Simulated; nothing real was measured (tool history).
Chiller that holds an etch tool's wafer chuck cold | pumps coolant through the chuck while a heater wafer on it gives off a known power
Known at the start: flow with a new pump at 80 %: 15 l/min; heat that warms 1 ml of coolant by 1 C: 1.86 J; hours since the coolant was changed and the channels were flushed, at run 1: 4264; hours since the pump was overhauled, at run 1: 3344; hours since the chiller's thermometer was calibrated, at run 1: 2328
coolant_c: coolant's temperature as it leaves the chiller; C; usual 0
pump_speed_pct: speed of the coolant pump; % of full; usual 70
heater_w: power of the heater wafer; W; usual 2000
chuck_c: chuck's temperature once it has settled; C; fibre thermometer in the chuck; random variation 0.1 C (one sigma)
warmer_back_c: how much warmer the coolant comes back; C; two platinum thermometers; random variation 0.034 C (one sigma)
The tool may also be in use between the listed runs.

run	hour	coolant_c	pump_speed_pct	heater_w	hours since the coolant was changed and the channels were flushed	hours since the pump was overhauled	hours since the chiller's thermometer was calibrated	chuck_c	warmer_back_c
1	0.0	0	70	2000	4264	3344	2328	17.9	5.52
2	78.9	0	70	2000	4343	3423	2407	18.1	5.52
3	200.4	0	70	2000	4465	3545	2528	18.1	5.60
4	324.5	-6	70	2000	4589	3669	2652	12.4	5.62
5	493.3	-6	70	2000	4758	3838	2821	12.8	5.60
# hour 558.0: coolant changed, channels flushed
6	608.2	-6	70	2000	50	3946	2930	10.5	5.69
7	747.7	0	70	2000	190	4086	3069	16.5	5.65
8	855.5	0	70	2000	297	4194	3177	16.9	5.67
# hour 971.1: chiller's thermometer calibrated
9	1004.0	0	95	2000	445	4341	33	12.3	4.14
10	1145.7	0	70	2000	587	4483	175	16.2	5.73
11	1272.1	0	70	2172	713	4609	301	17.7	6.27
12	1366.1	0	70	2000	807	4703	395	16.4	5.80
13	1525.8	0	70	2000	967	4863	555	16.4	5.84
14	1657.8	0	70	2000	1099	4995	687	16.7	5.86
15	1801.5	0	70	2000	1242	5139	830	16.8	5.92
16	1903.5	0	70	2000	1344	5241	932	17.1	5.95
17	2026.3	0	70	2000	1467	5364	1055	17.3	5.94
18	2159.2	5	75	2000	1600	5496	1188	21.2	5.57
19	2272.1	-4	75	1397	1713	5609	1301	7.7	3.90
20	2425.9	-4	75	1397	1867	5763	1455	7.6	3.88
# hour 2460.1: coolant pump overhauled
21	2528.5	-4	75	1397	1964	68	1552	6.2	3.34

The next listed run, before its measurement:
22	2657.6	-4	75	1397	2094	197	1681	?	?

{"run 22": {"chuck_c": 6.5, "warmer_back_c": 3.27}}
Without the tool's hidden state the same run would have given chuck_c 5.5 C, warmer_back_c 3.23 C.
